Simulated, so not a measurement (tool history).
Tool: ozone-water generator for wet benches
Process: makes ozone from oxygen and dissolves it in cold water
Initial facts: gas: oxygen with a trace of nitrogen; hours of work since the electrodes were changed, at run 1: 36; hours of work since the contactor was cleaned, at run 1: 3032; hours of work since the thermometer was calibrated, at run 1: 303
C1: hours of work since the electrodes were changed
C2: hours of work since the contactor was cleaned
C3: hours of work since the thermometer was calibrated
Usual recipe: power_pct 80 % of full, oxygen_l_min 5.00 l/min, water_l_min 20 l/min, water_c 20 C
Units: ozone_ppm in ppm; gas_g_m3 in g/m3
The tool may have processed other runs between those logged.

Run 1, hour 0.0: usual settings; C1 36; C2 3032; C3 303. Result: ozone_ppm 22.8 ppm, gas_g_m3 250.6 g/m3.
Run 2, hour 138.0: usual settings but oxygen_l_min 4.82 l/min; C1 173; C2 3168; C3 439. Result: ozone_ppm 22.4 ppm, gas_g_m3 256.4 g/m3.
Run 3, hour 296.6: usual settings but oxygen_l_min 4.82 l/min; C1 329; C2 3324; C3 595. Result: ozone_ppm 22.4 ppm, gas_g_m3 253.9 g/m3.
Run 4, hour 487.5: usual settings but oxygen_l_min 4.82 l/min; C1 517; C2 3512; C3 783. Result: ozone_ppm 22.2 ppm, gas_g_m3 252.7 g/m3.
Run 5, hour 645.0: usual settings but power_pct 79 % of full; C1 672; C2 3668; C3 938. Result: ozone_ppm 21.8 ppm, gas_g_m3 243.5 g/m3.
Run 6, hour 793.9: usual settings but power_pct 79 % of full; C1 819; C2 3814; C3 1085. Result: ozone_ppm 21.9 ppm, gas_g_m3 241.0 g/m3.
Run 7, hour 986.1: usual settings; C1 1008; C2 4004; C3 1274. Result: ozone_ppm 22.2 ppm, gas_g_m3 242.9 g/m3.
Run 8, hour 1182.4: usual settings; C1 1202; C2 4197; C3 1468. Result: ozone_ppm 21.3 ppm, gas_g_m3 240.7 g/m3.
Run 9, hour 1333.0: usual settings; C1 1350; C2 4346; C3 1616. Result: ozone_ppm 21.2 ppm, gas_g_m3 242.5 g/m3.
Run 10, hour 1532.5: usual settings; C1 1547; C2 4542; C3 1813. Result: ozone_ppm 21.2 ppm, gas_g_m3 240.5 g/m3.
Run 11, hour 1682.4: usual settings but oxygen_l_min 8.24 l/min; C1 1694; C2 4690; C3 1961. Result: ozone_ppm 21.2 ppm, gas_g_m3 189.4 g/m3.
Run 12, hour 1853.1: usual settings but oxygen_l_min 8.24 l/min; C1 1863; C2 4858; C3 2129. Result: ozone_ppm 21.0 ppm, gas_g_m3 185.7 g/m3.
Run 13, hour 1982.3: usual settings but oxygen_l_min 8.24 l/min; C1 1990; C2 4986; C3 2256. Result: ozone_ppm 21.0 ppm, gas_g_m3 187.1 g/m3.
Run 14, hour 2152.5: usual settings but oxygen_l_min 8.24 l/min; C1 2158; C2 5153; C3 2424. Result: ozone_ppm 20.5 ppm, gas_g_m3 185.3 g/m3.
At hour 2262.8: contactor cleaned.
Run 15, hour 2267.4: usual settings but oxygen_l_min 8.24 l/min; C1 2267; C2 4; C3 2533. Result: ozone_ppm 22.3 ppm, gas_g_m3 185.4 g/m3.
Run 16, hour 2401.9: usual settings but oxygen_l_min 3.04 l/min; C1 2399; C2 137; C3 2666. Result: ozone_ppm 20.5 ppm, gas_g_m3 295.9 g/m3.
Run 17, hour 2559.7: usual settings but oxygen_l_min 3.04 l/min; C1 2555; C2 293; C3 2821. Result: ozone_ppm 20.6 ppm, gas_g_m3 296.1 g/m3.
Run 18, hour 2672.2: usual settings but oxygen_l_min 6.71 l/min; C1 2666; C2 403; C3 2932. Result: ozone_ppm 21.9 ppm, gas_g_m3 200.6 g/m3.
Run 19, hour 2850.6: usual settings but oxygen_l_min 6.71 l/min; C1 2842; C2 579; C3 3108. Result: ozone_ppm 22.0 ppm, gas_g_m3 199.7 g/m3.
Run 20, hour 3052.0: usual settings but oxygen_l_min 6.71 l/min; C1 3040; C2 778; C3 3306. Result: ozone_ppm 21.9 ppm, gas_g_m3 200.2 g/m3.
Run 21, hour 3166.0: usual settings but oxygen_l_min 6.71 l/min; C1 3152; C2 890; C3 3419. Result: ozone_ppm 21.7 ppm, gas_g_m3 199.4 g/m3.
Run 22, hour 3317.3: usual settings but oxygen_l_min 4.16 l/min, water_c 27 C; C1 3302; C2 1039; C3 3568. Result: ozone_ppm 19.0 ppm, gas_g_m3 247.9 g/m3.
Run 23, hour 3464.4: usual settings but oxygen_l_min 4.16 l/min, water_c 27 C; C1 3446; C2 1184; C3 3713. Result: ozone_ppm 18.8 ppm, gas_g_m3 246.8 g/m3.
Run 24, hour 3550.2: usual settings but oxygen_l_min 4.16 l/min, water_c 27 C; C1 3531; C2 1269; C3 3797. Result: ozone_ppm 18.6 ppm, gas_g_m3 244.4 g/m3.
At hour 3687.4: water thermometer calibrated.
Run 25, hour 3744.6: usual settings but oxygen_l_min 4.16 l/min, water_c 27 C; C1 3722; C2 1460; C3 56. Result: ozone_ppm 18.5 ppm, gas_g_m3 243.5 g/m3.
Run 26, hour 3843.9: usual settings but oxygen_l_min 6.43 l/min, water_l_min 19 l/min; C1 3820; C2 1558; C3 154. Result: ozone_ppm 22.0 ppm, gas_g_m3 198.0 g/m3.
Run 27, hour 4028.7: usual settings but power_pct 69 % of full, oxygen_l_min 6.43 l/min, water_l_min 28 l/min, water_c 19 C; C1 4002; C2 1740; C3 336. Result: ozone_ppm 14.0 ppm, gas_g_m3 177.6 g/m3.
Run 28, hour 4230.0: usual settings but water_c 28 C; C1 4200; C2 1938; C3 535. Result: ozone_ppm 18.0 ppm, gas_g_m3 221.4 g/m3.
Run 29, hour 4321.2: usual settings but power_pct 58 % of full, oxygen_l_min 3.80 l/min, water_c 27 C; C1 4290; C2 2028; C3 625. Result: ozone_ppm 14.2 ppm, gas_g_m3 195.4 g/m3.
Run 30, hour 4482.5: usual settings but power_pct 59 % of full, water_c 19 C; C1 4449; C2 2187; C3 783. Result: ozone_ppm 16.4 ppm, gas_g_m3 175.3 g/m3.
Run 31, hour 4680.5: usual settings but power_pct 59 % of full, water_c 19 C; C1 4644; C2 2382; C3 979. Result: ozone_ppm 16.2 ppm, gas_g_m3 172.7 g/m3.
Run 32, hour 4865.5: usual settings but power_pct 59 % of full, oxygen_l_min 3.04 l/min, water_c 27 C; C1 4827; C2 2564; C3 1161. Result: ozone_ppm 13.7 ppm, gas_g_m3 220.4 g/m3.
Run 33, hour 5068.0: usual settings but power_pct 59 % of full, oxygen_l_min 3.04 l/min, water_c 27 C; C1 5026; C2 2764; C3 1361. Result: ozone_ppm 13.3 ppm, gas_g_m3 216.7 g/m3.
Run 34, hour 5179.7: usual settings but power_pct 59 % of full, oxygen_l_min 3.04 l/min, water_c 27 C; C1 5136; C2 2874; C3 1471. Result: ozone_ppm 13.5 ppm, gas_g_m3 215.6 g/m3.

For some of the steps in ozone_ppm from one run to the next: how much would appear even if the tool had no hidden state, given the settings, what came in and random variation, and how much remains for the hidden state plus any gauge scatter that the measured result and the result without hidden state don't share?
Hidden state at play: yield of the discharge, % of new electrodes'; contactor's efficiency, % of a clean one's; true water temperature over the reading, C; drift of the gauge itself on ozone_ppm, %; drift of the gauge itself on gas_g_m3, %.
Run 14 -> 15: contactor cleaned. ozone_ppm +1.8 ppm: hidden state +1.8, all else +0.0.
Run 26 -> 27: power_pct 80 -> 69, water_l_min 19 -> 28, water_c 20 -> 19. ozone_ppm -8.0 ppm: hidden state +1.3, all else -9.3.
Run 27 -> 28: power_pct 69 -> 80, oxygen_l_min 6.43 -> 5.00, water_l_min 28 -> 20, water_c 19 -> 28. ozone_ppm +4.0 ppm: hidden state -1.1, all else +5.1.
Run 28 -> 29: power_pct 80 -> 58, oxygen_l_min 5.00 -> 3.80, water_c 28 -> 27. ozone_ppm -3.8 ppm: hidden state +1.1, all else -4.9.
